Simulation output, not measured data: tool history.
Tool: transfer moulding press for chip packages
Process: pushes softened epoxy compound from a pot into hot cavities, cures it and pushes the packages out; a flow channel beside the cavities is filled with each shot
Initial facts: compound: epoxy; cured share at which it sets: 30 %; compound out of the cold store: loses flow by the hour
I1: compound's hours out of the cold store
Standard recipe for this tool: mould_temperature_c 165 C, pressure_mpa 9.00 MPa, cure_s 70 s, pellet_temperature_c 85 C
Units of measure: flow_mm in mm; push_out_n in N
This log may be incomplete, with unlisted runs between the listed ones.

{"run": 1, "day": 0.0, "mould_temperature_c": 165, "pressure_mpa": 9.0, "cure_s": 70, "pellet_temperature_c": 85, "I1": 33.2, "flow_mm": 846, "push_out_n": 647}
{"day": 0.738, "done": "cavities cleaned with cleaning compound and waxed"}
{"day": 2.167, "done": "cavities cleaned with cleaning compound and waxed"}
{"run": 2, "day": 3.371, "mould_temperature_c": 165, "pressure_mpa": 9.0, "cure_s": 70, "pellet_temperature_c": 85, "I1": 37.1, "flow_mm": 811, "push_out_n": 752}
{"day": 3.738, "done": "cavities cleaned with cleaning compound and waxed"}
{"day": 5.192, "done": "cavities cleaned with cleaning compound and waxed"}
{"run": 3, "day": 5.308, "mould_temperature_c": 165, "pressure_mpa": 9.0, "cure_s": 70, "pellet_temperature_c": 85, "I1": 11.6, "flow_mm": 922, "push_out_n": 582}
{"day": 6.704, "done": "cavities cleaned with cleaning compound and waxed"}
{"run": 4, "day": 8.008, "mould_temperature_c": 165, "pressure_mpa": 9.0, "cure_s": 70, "pellet_temperature_c": 85, "I1": 35.8, "flow_mm": 786, "push_out_n": 731}
{"day": 8.238, "done": "cavities cleaned with cleaning compound and waxed"}
{"day": 9.692, "done": "cavities cleaned with cleaning compound and waxed"}
{"run": 5, "day": 10.112, "mould_temperature_c": 165, "pressure_mpa": 9.0, "cure_s": 70, "pellet_temperature_c": 85, "I1": 13.1, "flow_mm": 875, "push_out_n": 659}
{"day": 10.742, "done": "plunger's sealing rings changed"}
{"day": 11.321, "done": "cavities cleaned with cleaning compound and waxed"}
{"day": 12.842, "done": "cavities cleaned with cleaning compound and waxed"}
{"run": 6, "day": 13.721, "mould_temperature_c": 165, "pressure_mpa": 9.0, "cure_s": 70, "pellet_temperature_c": 85, "I1": 30.0, "flow_mm": 866, "push_out_n": 719}
{"day": 14.258, "done": "cavities cleaned with cleaning compound and waxed"}
{"day": 15.871, "done": "cavities cleaned with cleaning compound and waxed"}
{"run": 7, "day": 17.221, "mould_temperature_c": 165, "pressure_mpa": 9.0, "cure_s": 70, "pellet_temperature_c": 85, "I1": 21.8, "flow_mm": 869, "push_out_n": 806}
{"day": 17.438, "done": "cavities cleaned with cleaning compound and waxed"}
{"day": 18.283, "done": "mould's thermocouples calibrated"}
{"day": 19.162, "done": "cavities cleaned with cleaning compound and waxed"}
{"run": 8, "day": 19.438, "mould_temperature_c": 165, "pressure_mpa": 9.0, "cure_s": 70, "pellet_temperature_c": 85, "I1": 19.9, "flow_mm": 876, "push_out_n": 660}
{"day": 20.671, "done": "cavities cleaned with cleaning compound and waxed"}
{"day": 22.296, "done": "cavities cleaned with cleaning compound and waxed"}
{"run": 9, "day": 22.512, "mould_temperature_c": 161, "pressure_mpa": 9.0, "cure_s": 70, "pellet_temperature_c": 85, "I1": 32.0, "flow_mm": 815, "push_out_n": 834}
{"day": 23.788, "done": "cavities cleaned with cleaning compound and waxed"}
{"run": 10, "day": 23.983, "mould_temperature_c": 161, "pressure_mpa": 9.0, "cure_s": 70, "pellet_temperature_c": 85, "I1": 22.8, "flow_mm": 836, "push_out_n": 794}
{"day": 25.067, "done": "plunger's sealing rings changed"}
{"day": 25.483, "done": "cavities cleaned with cleaning compound and waxed"}
{"run": 11, "day": 26.562, "mould_temperature_c": 161, "pressure_mpa": 9.0, "cure_s": 70, "pellet_temperature_c": 85, "I1": 11.8, "flow_mm": 989, "push_out_n": 1166}
{"day": 26.929, "done": "cavities cleaned with cleaning compound and waxed"}
{"day": 28.475, "done": "cavities cleaned with cleaning compound and waxed"}
{"run": 12, "day": 29.796, "mould_temperature_c": 161, "pressure_mpa": 9.0, "cure_s": 70, "pellet_temperature_c": 85, "I1": 30.1, "flow_mm": 865, "push_out_n": 1086}
{"day": 30.042, "done": "cavities cleaned with cleaning compound and waxed"}
{"run": 13, "day": 31.346, "mould_temperature_c": 161, "pressure_mpa": 9.0, "cure_s": 94, "pellet_temperature_c": 92, "I1": 43.7, "flow_mm": 772, "push_out_n": 607}
{"day": 31.6, "done": "cavities cleaned with cleaning compound and waxed"}
{"day": 33.046, "done": "cavities cleaned with cleaning compound and waxed"}
{"run": 14, "day": 33.433, "mould_temperature_c": 165, "pressure_mpa": 9.0, "cure_s": 65, "pellet_temperature_c": 85, "I1": 23.6, "flow_mm": 870, "push_out_n": 784}
{"day": 34.604, "done": "cavities cleaned with cleaning compound and waxed"}
{"day": 36.188, "done": "cavities cleaned with cleaning compound and waxed"}
{"run": 15, "day": 36.554, "mould_temperature_c": 165, "pressure_mpa": 9.0, "cure_s": 65, "pellet_temperature_c": 85, "I1": 33.9, "flow_mm": 796, "push_out_n": 729}
{"day": 37.875, "done": "cavities cleaned with cleaning compound and waxed"}
{"day": 39.45, "done": "plunger's sealing rings changed"}
{"day": 39.512, "done": "cavities cleaned with cleaning compound and waxed"}
{"run": 16, "day": 40.188, "mould_temperature_c": 165, "pressure_mpa": 7.89, "cure_s": 55, "pellet_temperature_c": 85, "I1": 24.4, "flow_mm": 854, "push_out_n": 1246}
{"day": 41.146, "done": "cavities cleaned with cleaning compound and waxed"}
{"run": 17, "day": 41.871, "mould_temperature_c": 165, "pressure_mpa": 7.89, "cure_s": 55, "pellet_temperature_c": 85, "I1": 24.3, "flow_mm": 829, "push_out_n": 1296}
{"day": 42.638, "done": "cavities cleaned with cleaning compound and waxed"}
{"day": 44.075, "done": "cavities cleaned with cleaning compound and waxed"}
{"run": 18, "day": 45.142, "mould_temperature_c": 165, "pressure_mpa": 9.0, "cure_s": 73, "pellet_temperature_c": 84, "I1": 36.7, "flow_mm": 799, "push_out_n": 689}
{"day": 45.729, "done": "cavities cleaned with cleaning compound and waxed"}
{"day": 47.212, "done": "cavities cleaned with cleaning compound and waxed"}
{"run": 19, "day": 48.496, "mould_temperature_c": 167, "pressure_mpa": 8.91, "cure_s": 90, "pellet_temperature_c": 85, "I1": 34.2, "flow_mm": 787, "push_out_n": 550}
{"day": 48.854, "done": "cavities cleaned with cleaning compound and waxed"}
{"day": 50.383, "done": "cavities cleaned with cleaning compound and waxed"}
{"run": 20, "day": 50.729, "mould_temperature_c": 165, "pressure_mpa": 9.0, "cure_s": 70, "pellet_temperature_c": 81, "I1": 27.6, "flow_mm": 827, "push_out_n": 610}
{"day": 51.908, "done": "cavities cleaned with cleaning compound and waxed"}
{"run": 21, "day": 52.958, "mould_temperature_c": 165, "pressure_mpa": 9.0, "cure_s": 70, "pellet_temperature_c": 81, "I1": 21.6, "flow_mm": 830, "push_out_n": 738}
{"day": 53.479, "done": "cavities cleaned with cleaning compound and waxed"}
{"day": 53.871, "done": "plunger's sealing rings changed"}
{"day": 55.121, "done": "cavities cleaned with cleaning compound and waxed"}
{"day": 55.846, "done": "mould's thermocouples calibrated"}
{"day": 56.654, "done": "cavities cleaned with cleaning compound and waxed"}
{"run": 22, "day": 56.654, "mould_temperature_c": 165, "pressure_mpa": 7.75, "cure_s": 70, "pellet_temperature_c": 81, "I1": 8.4, "flow_mm": 914, "push_out_n": 590}
{"day": 58.217, "done": "cavities cleaned with cleaning compound and waxed"}
{"day": 59.779, "done": "cavities cleaned with cleaning compound and waxed"}
{"run": 23, "day": 59.779, "mould_temperature_c": 165, "pressure_mpa": 9.0, "cure_s": 70, "pellet_temperature_c": 93, "I1": 30.4, "flow_mm": 838, "push_out_n": 500}
{"day": 61.238, "done": "cavities cleaned with cleaning compound and waxed"}
{"run": 24, "day": 61.283, "mould_temperature_c": 165, "pressure_mpa": 9.8, "cure_s": 70, "pellet_temperature_c": 91, "I1": 34.2, "flow_mm": 853, "push_out_n": 521}

Below are 3 alternative next runs, each starting from the tool's condition after run 24. Predict each:
{"day": 62.671, "done": "cavities cleaned with cleaning compound and waxed"}
{"run": "A", "day": 63.792, "mould_temperature_c": 158, "pressure_mpa": 10.42, "cure_s": 68, "pellet_temperature_c": 85, "I1": 12.9, "flow_mm": "?", "push_out_n": "?"}
{"day": 62.671, "done": "cavities cleaned with cleaning compound and waxed"}
{"run": "B", "day": 63.792, "mould_temperature_c": 165, "pressure_mpa": 8.13, "cure_s": 109, "pellet_temperature_c": 75, "I1": 23.6, "flow_mm": "?", "push_out_n": "?"}
{"day": 62.671, "done": "cavities cleaned with cleaning compound and waxed"}
{"run": "C", "day": 63.792, "mould_temperature_c": 165, "pressure_mpa": 8.47, "cure_s": 70, "pellet_temperature_c": 76, "I1": 30.5, "flow_mm": "?", "push_out_n": "?"}

run=A flow_mm=1018 push_out_n=1508
run=B flow_mm=797 push_out_n=522
run=C flow_mm=799 push_out_n=810
Take away the tool's hidden state, keep each run's random variation, and the runs would have read:
run=A flow_mm=1100 push_out_n=1062
run=B flow_mm=861 push_out_n=353
run=C flow_mm=863 push_out_n=571
